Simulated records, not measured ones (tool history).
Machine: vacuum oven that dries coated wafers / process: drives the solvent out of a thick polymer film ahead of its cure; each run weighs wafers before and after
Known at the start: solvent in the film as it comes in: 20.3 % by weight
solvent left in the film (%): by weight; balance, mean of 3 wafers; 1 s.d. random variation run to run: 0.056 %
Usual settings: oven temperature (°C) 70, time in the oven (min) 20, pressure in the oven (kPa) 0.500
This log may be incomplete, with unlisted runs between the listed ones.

run	hour	oven temperature (°C)	time in the oven (min)	pressure in the oven (kPa)	solvent left in the film (%)
1	0.0	70	20	0.500	3.05
2	8.6	79	20	0.500	1.30
3	28.3	83	20	0.500	0.72
4	37.6	83	20	0.500	0.85
5	50.6	70	28	0.500	1.73
6	65.6	70	28	0.500	1.81
7	82.4	70	20	0.500	3.10
8	92.1	70	20	0.326	2.97
9	110.9	70	20	0.326	2.97
10	131.8	70	20	0.784	3.24
11	146.8	70	20	0.784	3.26
# hour 149.6: vacuum gauge cleaned of residue and calibrated
12	166.2	70	20	0.784	3.36
13	185.5	67	24	0.714	3.25
14	203.5	67	24	0.714	3.29
15	218.4	67	36	0.714	1.63
16	229.4	58	11	0.323	9.81
17	241.5	83	34	0.500	0.41
18	252.0	70	20	1.150	3.73
19	268.3	70	20	1.150	3.63
# hour 273.2: vacuum gauge cleaned of residue and calibrated, once more
20	281.6	70	20	1.150	3.66
21	295.6	61	20	0.291	5.44
22	312.7	62	17	0.409	6.23

3 options for the next run, each taken on its own from the tool as it stands now. Forecast them:
A	322.6	68	13	0.409	?
B	322.6	70	14	0.500	?
C	322.6	62	10	1.028	?

run	solvent left in the film (%)
A	5.97
B	4.96
C	9.64
Without the tool's unlogged condition, the same runs would have read:
run	solvent left in the film (%)
A	5.34
B	4.37
C	9.02
